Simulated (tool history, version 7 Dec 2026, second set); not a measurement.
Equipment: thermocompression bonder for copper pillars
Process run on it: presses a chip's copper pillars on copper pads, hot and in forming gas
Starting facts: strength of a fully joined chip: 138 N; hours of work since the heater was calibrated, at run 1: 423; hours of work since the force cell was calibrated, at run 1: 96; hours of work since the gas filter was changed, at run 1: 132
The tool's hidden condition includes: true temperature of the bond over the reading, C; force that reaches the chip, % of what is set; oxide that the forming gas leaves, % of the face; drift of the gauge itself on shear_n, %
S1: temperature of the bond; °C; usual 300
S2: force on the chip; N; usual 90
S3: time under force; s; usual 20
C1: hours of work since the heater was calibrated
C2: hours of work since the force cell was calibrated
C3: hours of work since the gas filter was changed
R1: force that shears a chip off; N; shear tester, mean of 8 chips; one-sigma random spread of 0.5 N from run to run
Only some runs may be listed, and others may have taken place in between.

run	hour	S1	S2	S3	C1	C2	C3	R1
1	0	300	90	20	423	96	132	60
2	9.9	300	123	20	429	102	138	82.8
3	19.9	300	67	20	434	108	144	43.9
4	31.9	300	67	21	441	114	151	45.6
5	43.9	300	67	21	448	121	158	44.7
6	54.8	313	90	20	454	128	164	72
# hour 59.1: forming gas filter changed
7	60.8	313	90	20	458	131	1	72.5
8	69.3	300	90	20	462	136	6	61.5
9	76.1	300	90	20	466	140	10	60.4
10	84.6	300	98	20	471	144	15	66.7
11	95.6	300	98	20	477	151	21	66.8
12	105.4	300	90	20	483	156	27	60.7
13	116.9	300	90	20	490	163	33	60.6
14	125.2	300	90	20	494	168	38	61.2
15	131.9	300	90	20	498	171	42	62.2
16	144.3	292	90	20	505	179	49	54.2
17	156.2	292	97	20	512	185	56	59
18	167.5	287	97	20	519	192	62	55.1
19	173.2	300	90	20	522	195	65	61.1
20	181.3	278	90	20	527	200	70	43.2
21	190	299	60	19	532	205	75	37.1
22	197.8	280	109	14	536	209	79	48.8
23	205.1	306	67	20	540	213	84	48.5
24	211.8	306	67	20	544	217	87	49.1
25	222.1	299	90	10	550	223	93	46.5
26	232.6	317	73	18	556	229	99	59
27	240.8	308	56	39	561	234	104	53.3
28	252.7	323	97	19	567	241	111	85.3
29	258.3	323	97	19	571	244	114	85.9
30	268.2	323	97	19	576	250	120	85
31	275.8	287	90	20	581	254	124	50.2
32	281.9	323	66	31	584	257	128	70.7
33	293.7	306	104	44	591	264	134	96.8
34	305.6	308	69	57	598	271	141	75.6
35	316	308	69	57	604	277	147	75.5
36	328.1	271	62	12	611	284	154	19.8
37	338.8	293	125	28	617	290	160	85.6
38	344.6	329	69	13	620	293	163	58.4
# hour 349.4: forming gas filter changed
39	351.1	327	76	11	624	297	1	60.5

Each row is a separate what-if for the run after 39, all from the same tool condition, not one after another. Results?
A	357.3	306	59	20	627	300	5	?
B	357.3	327	123	11	627	300	5	?
C	357.3	294	59	40	627	300	5	?
D	357.3	285	83	13	627	300	5	?

run	R1
A	42.6
B	91
C	47.6
D	37.4
With the hidden condition removed and each run's random variation left untouched, the same runs would have given:
run	R1
A	42.5
B	90.9
C	47.4
D	37.3
